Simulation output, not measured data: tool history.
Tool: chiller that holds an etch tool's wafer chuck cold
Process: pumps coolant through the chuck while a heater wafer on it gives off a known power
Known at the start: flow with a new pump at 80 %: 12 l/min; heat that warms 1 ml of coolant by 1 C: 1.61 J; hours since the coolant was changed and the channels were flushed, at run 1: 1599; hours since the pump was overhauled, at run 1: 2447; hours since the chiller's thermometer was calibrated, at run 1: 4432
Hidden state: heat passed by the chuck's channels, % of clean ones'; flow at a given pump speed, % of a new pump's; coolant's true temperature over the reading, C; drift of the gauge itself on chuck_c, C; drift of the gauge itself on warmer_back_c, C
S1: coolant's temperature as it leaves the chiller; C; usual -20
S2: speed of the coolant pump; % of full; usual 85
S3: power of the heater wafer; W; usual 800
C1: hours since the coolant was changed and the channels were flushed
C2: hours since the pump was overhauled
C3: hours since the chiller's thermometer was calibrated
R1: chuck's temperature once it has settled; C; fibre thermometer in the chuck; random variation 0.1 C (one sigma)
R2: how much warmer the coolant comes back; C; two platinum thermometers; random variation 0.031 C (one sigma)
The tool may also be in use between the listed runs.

{"run": 1, "hour": 0.0, "S1": -20, "S2": 85, "S3": 800, "C1": 1599, "C2": 2447, "C3": 4432, "R1": -13.9, "R2": 2.33}
{"run": 2, "hour": 31.5, "S1": -20, "S2": 85, "S3": 800, "C1": 1631, "C2": 2478, "C3": 4464, "R1": -14.0, "R2": 2.31}
{"run": 3, "hour": 86.5, "S1": -20, "S2": 85, "S3": 800, "C1": 1686, "C2": 2533, "C3": 4519, "R1": -13.9, "R2": 2.31}
{"run": 4, "hour": 148.8, "S1": -23, "S2": 85, "S3": 800, "C1": 1748, "C2": 2595, "C3": 4581, "R1": -17.0, "R2": 2.38}
{"run": 5, "hour": 181.3, "S1": -23, "S2": 85, "S3": 800, "C1": 1781, "C2": 2628, "C3": 4614, "R1": -16.9, "R2": 2.39}
{"run": 6, "hour": 219.7, "S1": -23, "S2": 85, "S3": 800, "C1": 1819, "C2": 2666, "C3": 4652, "R1": -16.9, "R2": 2.31}
{"run": 7, "hour": 274.2, "S1": -23, "S2": 85, "S3": 800, "C1": 1874, "C2": 2721, "C3": 4706, "R1": -16.8, "R2": 2.37}
{"run": 8, "hour": 333.1, "S1": -28, "S2": 85, "S3": 800, "C1": 1932, "C2": 2780, "C3": 4765, "R1": -22.0, "R2": 2.35}
{"run": 9, "hour": 376.6, "S1": -28, "S2": 85, "S3": 800, "C1": 1976, "C2": 2823, "C3": 4809, "R1": -21.9, "R2": 2.34}
{"run": 10, "hour": 432.4, "S1": -19, "S2": 85, "S3": 800, "C1": 2032, "C2": 2879, "C3": 4865, "R1": -12.9, "R2": 2.36}
{"run": 11, "hour": 460.7, "S1": -20, "S2": 98, "S3": 800, "C1": 2060, "C2": 2907, "C3": 4893, "R1": -14.4, "R2": 2.06}
{"run": 12, "hour": 496.1, "S1": -20, "S2": 85, "S3": 800, "C1": 2096, "C2": 2943, "C3": 4928, "R1": -14.1, "R2": 2.36}
{"run": 13, "hour": 522.5, "S1": -20, "S2": 85, "S3": 800, "C1": 2122, "C2": 2969, "C3": 4955, "R1": -13.9, "R2": 2.33}
{"run": 14, "hour": 580.6, "S1": -20, "S2": 85, "S3": 435, "C1": 2180, "C2": 3027, "C3": 5013, "R1": -16.9, "R2": 1.28}
{"run": 15, "hour": 608.8, "S1": -20, "S2": 85, "S3": 435, "C1": 2208, "C2": 3055, "C3": 5041, "R1": -16.9, "R2": 1.32}
{"run": 16, "hour": 664.2, "S1": -20, "S2": 85, "S3": 800, "C1": 2264, "C2": 3111, "C3": 5096, "R1": -13.9, "R2": 2.33}
{"run": 17, "hour": 704.2, "S1": -20, "S2": 85, "S3": 800, "C1": 2304, "C2": 3151, "C3": 5136, "R1": -14.0, "R2": 2.43}
{"run": 18, "hour": 745.9, "S1": -16, "S2": 83, "S3": 599, "C1": 2345, "C2": 3192, "C3": 5178, "R1": -11.2, "R2": 1.77}
{"run": 19, "hour": 798.5, "S1": -24, "S2": 81, "S3": 973, "C1": 2398, "C2": 3245, "C3": 5231, "R1": -16.5, "R2": 3.04}
{"run": 20, "hour": 829.2, "S1": -24, "S2": 85, "S3": 702, "C1": 2429, "C2": 3276, "C3": 5262, "R1": -18.6, "R2": 2.05}
{"run": 21, "hour": 892.9, "S1": -24, "S2": 85, "S3": 702, "C1": 2492, "C2": 3339, "C3": 5325, "R1": -18.7, "R2": 2.09}
{"run": 22, "hour": 920.6, "S1": -24, "S2": 85, "S3": 702, "C1": 2520, "C2": 3367, "C3": 5353, "R1": -18.7, "R2": 2.07}
{"run": 23, "hour": 956.2, "S1": -20, "S2": 69, "S3": 652, "C1": 2556, "C2": 3403, "C3": 5388, "R1": -14.3, "R2": 2.4}
{"run": 24, "hour": 982.4, "S1": -28, "S2": 60, "S3": 503, "C1": 2582, "C2": 3429, "C3": 5415, "R1": -23.3, "R2": 2.13}
{"run": 25, "hour": 1036.1, "S1": -24, "S2": 81, "S3": 1124, "C1": 2636, "C2": 3483, "C3": 5468, "R1": -15.2, "R2": 3.39}
{"run": 26, "hour": 1080.3, "S1": -24, "S2": 81, "S3": 1124, "C1": 2680, "C2": 3527, "C3": 5513, "R1": -15.3, "R2": 3.43}
{"run": 27, "hour": 1119.3, "S1": -25, "S2": 73, "S3": 842, "C1": 2719, "C2": 3566, "C3": 5552, "R1": -17.9, "R2": 2.87}
{"run": 28, "hour": 1157.1, "S1": -25, "S2": 73, "S3": 842, "C1": 2756, "C2": 3604, "C3": 5589, "R1": -17.9, "R2": 2.83}
{"run": 29, "hour": 1187.0, "S1": -25, "S2": 73, "S3": 842, "C1": 2786, "C2": 3634, "C3": 5619, "R1": -17.8, "R2": 2.93}
{"run": 30, "hour": 1216.5, "S1": -28, "S2": 83, "S3": 842, "C1": 2816, "C2": 3663, "C3": 5649, "R1": -21.5, "R2": 2.56}
{"hour": 1263.2, "done": "chiller's thermometer calibrated"}
{"run": 31, "hour": 1265.6, "S1": -28, "S2": 83, "S3": 842, "C1": 2864, "C2": 3711, "C3": 2, "R1": -21.5, "R2": 2.52}
{"run": 32, "hour": 1298.7, "S1": -28, "S2": 83, "S3": 842, "C1": 2897, "C2": 3744, "C3": 36, "R1": -21.7, "R2": 2.48}
{"run": 33, "hour": 1361.5, "S1": -28, "S2": 83, "S3": 842, "C1": 2960, "C2": 3807, "C3": 98, "R1": -21.5, "R2": 2.49}

Forecast each of these 3 alternatives for the next run:
{"run": "A", "hour": 1422.1, "S1": -18, "S2": 71, "S3": 489, "C1": 3021, "C2": 3868, "C3": 159, "R1": "?", "R2": "?"}
{"run": "B", "hour": 1422.1, "S1": -16, "S2": 85, "S3": 953, "C1": 3021, "C2": 3868, "C3": 159, "R1": "?", "R2": "?"}
{"run": "C", "hour": 1422.1, "S1": -28, "S2": 96, "S3": 1194, "C1": 3021, "C2": 3868, "C3": 159, "R1": "?", "R2": "?"}

run=A R1=-13.8 R2=1.68
run=B R1=-8.6 R2=2.79
run=C R1=-19.6 R2=3.05
Without the tool's hidden state the same runs would have given:
run=A R1=-13.8 R2=1.68
run=B R1=-8.6 R2=2.79
run=C R1=-19.7 R2=3.05
